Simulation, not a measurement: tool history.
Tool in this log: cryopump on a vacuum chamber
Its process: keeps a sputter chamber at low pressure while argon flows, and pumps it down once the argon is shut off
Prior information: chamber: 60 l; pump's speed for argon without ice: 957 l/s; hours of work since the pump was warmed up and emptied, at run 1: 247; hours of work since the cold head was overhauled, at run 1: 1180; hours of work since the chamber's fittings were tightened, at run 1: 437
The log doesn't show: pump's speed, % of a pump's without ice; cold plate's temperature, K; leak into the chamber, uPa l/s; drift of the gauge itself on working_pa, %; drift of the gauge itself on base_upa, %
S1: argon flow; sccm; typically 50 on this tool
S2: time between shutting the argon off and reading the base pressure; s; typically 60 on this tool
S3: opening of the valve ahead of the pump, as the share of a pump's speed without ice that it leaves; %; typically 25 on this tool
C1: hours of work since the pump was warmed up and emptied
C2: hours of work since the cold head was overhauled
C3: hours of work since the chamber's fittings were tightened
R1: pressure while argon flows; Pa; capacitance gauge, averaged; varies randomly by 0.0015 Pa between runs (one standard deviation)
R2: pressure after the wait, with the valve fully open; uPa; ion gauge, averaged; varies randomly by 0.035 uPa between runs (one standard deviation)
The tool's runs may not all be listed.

{"run": 1, "hour": 0.0, "S1": 50, "S2": 60, "S3": 25, "C1": 247, "C2": 1180, "C3": 437, "R1": 0.3688, "R2": 2.94}
{"run": 2, "hour": 21.3, "S1": 50, "S2": 60, "S3": 25, "C1": 266, "C2": 1199, "C3": 456, "R1": 0.3679, "R2": 2.93}
{"run": 3, "hour": 52.5, "S1": 50, "S2": 60, "S3": 25, "C1": 294, "C2": 1227, "C3": 484, "R1": 0.3699, "R2": 2.98}
{"run": 4, "hour": 76.6, "S1": 91, "S2": 60, "S3": 25, "C1": 316, "C2": 1249, "C3": 506, "R1": 0.6776, "R2": 3.08}
{"run": 5, "hour": 95.6, "S1": 23, "S2": 60, "S3": 25, "C1": 333, "C2": 1266, "C3": 523, "R1": 0.1699, "R2": 3.06}
{"run": 6, "hour": 132.6, "S1": 23, "S2": 60, "S3": 25, "C1": 366, "C2": 1299, "C3": 556, "R1": 0.172, "R2": 3.19}
{"run": 7, "hour": 161.6, "S1": 50, "S2": 60, "S3": 25, "C1": 392, "C2": 1325, "C3": 582, "R1": 0.3743, "R2": 3.31}
{"run": 8, "hour": 189.2, "S1": 50, "S2": 60, "S3": 25, "C1": 417, "C2": 1350, "C3": 607, "R1": 0.3801, "R2": 3.41}
{"run": 9, "hour": 214.1, "S1": 50, "S2": 60, "S3": 25, "C1": 439, "C2": 1372, "C3": 629, "R1": 0.3817, "R2": 3.44}
{"hour": 229.1, "done": "pump warmed up, emptied and cooled again"}
{"run": 10, "hour": 251.9, "S1": 50, "S2": 60, "S3": 25, "C1": 20, "C2": 1402, "C3": 659, "R1": 0.3549, "R2": 3.09}
{"run": 11, "hour": 290.9, "S1": 50, "S2": 60, "S3": 25, "C1": 55, "C2": 1437, "C3": 694, "R1": 0.3576, "R2": 3.18}
{"run": 12, "hour": 309.5, "S1": 50, "S2": 71, "S3": 25, "C1": 72, "C2": 1453, "C3": 710, "R1": 0.3542, "R2": 3.02}
{"run": 13, "hour": 328.6, "S1": 50, "S2": 71, "S3": 25, "C1": 89, "C2": 1471, "C3": 727, "R1": 0.3597, "R2": 3.11}
{"run": 14, "hour": 365.0, "S1": 50, "S2": 193, "S3": 25, "C1": 122, "C2": 1503, "C3": 760, "R1": 0.3613, "R2": 2.26}
{"run": 15, "hour": 386.4, "S1": 50, "S2": 193, "S3": 25, "C1": 141, "C2": 1522, "C3": 779, "R1": 0.3623, "R2": 2.35}
{"run": 16, "hour": 425.1, "S1": 50, "S2": 193, "S3": 25, "C1": 176, "C2": 1557, "C3": 814, "R1": 0.3636, "R2": 2.41}
{"run": 17, "hour": 452.1, "S1": 50, "S2": 193, "S3": 25, "C1": 200, "C2": 1581, "C3": 838, "R1": 0.3656, "R2": 2.55}
{"run": 18, "hour": 483.5, "S1": 66, "S2": 60, "S3": 30, "C1": 228, "C2": 1610, "C3": 866, "R1": 0.4048, "R2": 3.83}
{"run": 19, "hour": 511.7, "S1": 36, "S2": 42, "S3": 16, "C1": 254, "C2": 1635, "C3": 892, "R1": 0.4105, "R2": 4.62}
{"run": 20, "hour": 532.9, "S1": 56, "S2": 52, "S3": 40, "C1": 273, "C2": 1654, "C3": 911, "R1": 0.2644, "R2": 4.15}
{"run": 21, "hour": 555.2, "S1": 22, "S2": 60, "S3": 25, "C1": 293, "C2": 1674, "C3": 931, "R1": 0.1632, "R2": 4.03}
{"run": 22, "hour": 584.3, "S1": 28, "S2": 137, "S3": 25, "C1": 319, "C2": 1700, "C3": 957, "R1": 0.2098, "R2": 3.17}
{"run": 23, "hour": 617.6, "S1": 28, "S2": 137, "S3": 25, "C1": 349, "C2": 1730, "C3": 987, "R1": 0.2111, "R2": 3.32}
{"run": 24, "hour": 637.3, "S1": 40, "S2": 198, "S3": 33, "C1": 366, "C2": 1747, "C3": 1004, "R1": 0.2342, "R2": 3.08}
{"run": 25, "hour": 676.7, "S1": 50, "S2": 90, "S3": 18, "C1": 402, "C2": 1783, "C3": 1040, "R1": 0.5162, "R2": 3.88}
{"run": 26, "hour": 699.6, "S1": 36, "S2": 90, "S3": 46, "C1": 422, "C2": 1803, "C3": 1060, "R1": 0.1591, "R2": 4.05}
{"hour": 732.4, "done": "pump warmed up, emptied and cooled again"}
{"run": 27, "hour": 732.4, "S1": 50, "S2": 197, "S3": 25, "C1": 0, "C2": 1828, "C3": 1085, "R1": 0.3577, "R2": 2.74}
{"run": 28, "hour": 753.9, "S1": 25, "S2": 209, "S3": 25, "C1": 19, "C2": 1848, "C3": 1104, "R1": 0.1771, "R2": 2.74}
{"run": 29, "hour": 786.3, "S1": 39, "S2": 60, "S3": 25, "C1": 48, "C2": 1877, "C3": 1134, "R1": 0.2817, "R2": 4.04}
{"run": 30, "hour": 809.4, "S1": 25, "S2": 23, "S3": 25, "C1": 69, "C2": 1897, "C3": 1154, "R1": 0.1769, "R2": 6.88}
{"run": 31, "hour": 831.4, "S1": 25, "S2": 23, "S3": 25, "C1": 89, "C2": 1917, "C3": 1174, "R1": 0.1785, "R2": 6.71}
{"run": 32, "hour": 864.8, "S1": 47, "S2": 96, "S3": 25, "C1": 119, "C2": 1947, "C3": 1204, "R1": 0.34, "R2": 3.65}
{"run": 33, "hour": 888.1, "S1": 28, "S2": 64, "S3": 25, "C1": 140, "C2": 1968, "C3": 1225, "R1": 0.2036, "R2": 4.26}
{"run": 34, "hour": 919.8, "S1": 52, "S2": 21, "S3": 25, "C1": 168, "C2": 1996, "C3": 1253, "R1": 0.3768, "R2": 7.21}

Forecast each of these 3 alternatives for the next run:
{"run": "A", "hour": 948.7, "S1": 68, "S2": 21, "S3": 24, "C1": 194, "C2": 2022, "C3": 1279, "R1": "?", "R2": "?"}
{"run": "B", "hour": 948.7, "S1": 33, "S2": 23, "S3": 42, "C1": 194, "C2": 2022, "C3": 1279, "R1": "?", "R2": "?"}
{"run": "C", "hour": 948.7, "S1": 30, "S2": 60, "S3": 25, "C1": 194, "C2": 2022, "C3": 1279, "R1": "?", "R2": "?"}

run=A R1=0.5129 R2=7.44
run=B R1=0.1467 R2=7.28
run=C R1=0.2199 R2=4.68
What these runs would have given with no unlogged condition in the tool:
run=A R1=0.4959 R2=4.87
run=B R1=0.1383 R2=4.64
run=C R1=0.2123 R2=2

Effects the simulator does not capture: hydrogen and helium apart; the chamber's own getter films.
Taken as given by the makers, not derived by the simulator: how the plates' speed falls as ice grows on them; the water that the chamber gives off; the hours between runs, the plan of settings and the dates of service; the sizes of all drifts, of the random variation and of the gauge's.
